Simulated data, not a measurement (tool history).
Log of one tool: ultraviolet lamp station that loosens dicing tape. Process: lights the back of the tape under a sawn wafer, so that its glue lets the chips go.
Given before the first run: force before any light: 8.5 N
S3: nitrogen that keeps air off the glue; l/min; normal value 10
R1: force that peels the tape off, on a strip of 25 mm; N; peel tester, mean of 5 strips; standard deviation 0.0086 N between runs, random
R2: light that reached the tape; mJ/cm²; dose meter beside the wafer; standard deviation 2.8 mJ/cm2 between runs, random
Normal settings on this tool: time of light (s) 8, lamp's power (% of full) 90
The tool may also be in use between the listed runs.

Run 1, hour 0: usual settings. Result: R1 0.992 N, R2 256 mJ/cm².
Run 2, hour 29.6: usual settings. Result: R1 0.989 N, R2 250 mJ/cm².
Run 3, hour 53.4: usual settings. Result: R1 1.026 N, R2 252 mJ/cm².
At hour 57.6: lamp changed.
Run 4, hour 87.9: usual settings. Result: R1 0.396 N, R2 374 mJ/cm².
Run 5, hour 114.7: usual settings. Result: R1 0.418 N, R2 373 mJ/cm².
Run 6, hour 135.2: usual settings. Result: R1 0.431 N, R2 368 mJ/cm².
Run 7, hour 164.2: usual settings. Result: R1 0.451 N, R2 367 mJ/cm².
Run 8, hour 195.3: usual settings. Result: R1 0.437 N, R2 365 mJ/cm².
Run 9, hour 231.3: usual settings. Result: R1 0.47 N, R2 362 mJ/cm².
Run 10, hour 256.8: usual settings. Result: R1 0.465 N, R2 356 mJ/cm².
Run 11, hour 282.3: usual settings. Result: R1 0.461 N, R2 353 mJ/cm².
Run 12, hour 301.7: usual settings. Result: R1 0.451 N, R2 352 mJ/cm².
Run 13, hour 343.5: usual settings. Result: R1 0.49 N, R2 348 mJ/cm².
Run 14, hour 375.2: usual settings. Result: R1 0.499 N, R2 346 mJ/cm².
At hour 400.2: window cleaned of glue's vapour.
Run 15, hour 401.5: usual settings. Result: R1 0.513 N, R2 341 mJ/cm².
Run 16, hour 438.1: usual settings. Result: R1 0.576 N, R2 336 mJ/cm².
Run 17, hour 455.7: usual settings. Result: R1 0.54 N, R2 335 mJ/cm².
Run 18, hour 486.7: usual settings. Result: R1 0.542 N, R2 332 mJ/cm².
Run 19, hour 516.1: usual settings. Result: R1 0.559 N, R2 325 mJ/cm².
Run 20, hour 554.1: usual settings but time of light (s) 6. Result: R1 1.067 N, R2 243 mJ/cm².
At hour 588.2: window cleaned of glue's vapour, once more.
Run 21, hour 590.7: usual settings but time of light (s) 6. Result: R1 0.99 N, R2 253 mJ/cm².
Run 22, hour 629.7: usual settings but S3 8 l/min. Result: R1 0.596 N, R2 339 mJ/cm².
Run 23, hour 665.5: usual settings but S3 8 l/min. Result: R1 0.613 N, R2 337 mJ/cm².
Run 24, hour 689.3: usual settings but time of light (s) 14, lamp's power (% of full) 68, S3 15 l/min. Result: R1 0.22 N, R2 438 mJ/cm².
Run 25, hour 727.8: usual settings but time of light (s) 5, lamp's power (% of full) 74, S3 11 l/min. Result: R1 1.919 N, R2 171 mJ/cm².
Run 26, hour 769.3: usual settings but time of light (s) 7. Result: R1 0.767 N, R2 288 mJ/cm².
Run 27, hour 787.8: usual settings but time of light (s) 6, lamp's power (% of full) 93. Result: R1 1.025 N, R2 251 mJ/cm².
Run 28, hour 822: usual settings but S3 16 l/min. Result: R1 0.459 N, R2 315 mJ/cm².
Run 29, hour 855.6: usual settings but S3 8 l/min. Result: R1 0.716 N, R2 317 mJ/cm².
Run 30, hour 883.9: usual settings but lamp's power (% of full) 80, S3 8 l/min. Result: R1 0.938 N, R2 274 mJ/cm².
Run 31, hour 923.1: usual settings but lamp's power (% of full) 62, S3 4 l/min. Result: R1 2.044 N, R2 217 mJ/cm².
Run 32, hour 950.4: usual settings but time of light (s) 10, lamp's power (% of full) 79, S3 5 l/min. Result: R1 0.822 N, R2 334 mJ/cm².
Run 33, hour 986.7: usual settings but time of light (s) 10, lamp's power (% of full) 79, S3 5 l/min. Result: R1 0.881 N, R2 328 mJ/cm².
Run 34, hour 1014.6: usual settings but time of light (s) 10, lamp's power (% of full) 79, S3 5 l/min. Result: R1 0.875 N, R2 327 mJ/cm².
Run 35, hour 1047.7: usual settings but time of light (s) 10, lamp's power (% of full) 79, S3 5 l/min. Result: R1 0.87 N, R2 324 mJ/cm².
Run 36, hour 1065.5: usual settings but time of light (s) 10, S3 17 l/min. Result: R1 0.313 N, R2 366 mJ/cm².
Run 37, hour 1103.2: usual settings but time of light (s) 10, S3 17 l/min. Result: R1 0.337 N, R2 359 mJ/cm².
Run 38, hour 1133.5: usual settings but time of light (s) 10, S3 17 l/min. Result: R1 0.333 N, R2 358 mJ/cm².
Run 39, hour 1165.5: usual settings but time of light (s) 5, lamp's power (% of full) 63, S3 16 l/min. Result: R1 2.541 N, R2 124 mJ/cm².
Run 40, hour 1185.1: usual settings but time of light (s) 7, lamp's power (% of full) 61, S3 9 l/min. Result: R1 2.144 N, R2 166 mJ/cm².
Run 41, hour 1216.1: usual settings but time of light (s) 7, lamp's power (% of full) 70, S3 5 l/min. Result: R1 2.236 N, R2 189 mJ/cm².
Run 42, hour 1235.9: usual settings but time of light (s) 7, lamp's power (% of full) 70, S3 3 l/min. Result: R1 2.651 N, R2 194 mJ/cm².
Run 43, hour 1278.1: usual settings but time of light (s) 7, lamp's power (% of full) 70, S3 3 l/min. Result: R1 2.753 N, R2 186 mJ/cm².

Here are 3 independent what-if runs from the current tool condition. What would each one return?
Run A, hour 1297.5: usual settings but time of light (s) 6, lamp's power (% of full) 64, S3 6 l/min. Result: R1 ?, R2 ?.
Run B, hour 1297.5: usual settings but time of light (s) 11, S3 6 l/min. Result: R1 ?, R2 ?.
Run C, hour 1297.5: usual settings but time of light (s) 7, lamp's power (% of full) 89, S3 7 l/min. Result: R1 ?, R2 ?.

run     R1   R2
  A  2.911  146
  B  0.571  368
  C  1.348  235
Had the tool no hidden state, the same runs would have come out as:
run     R1   R2
  A  1.767  214
  B  0.222  543
  C  0.608  346

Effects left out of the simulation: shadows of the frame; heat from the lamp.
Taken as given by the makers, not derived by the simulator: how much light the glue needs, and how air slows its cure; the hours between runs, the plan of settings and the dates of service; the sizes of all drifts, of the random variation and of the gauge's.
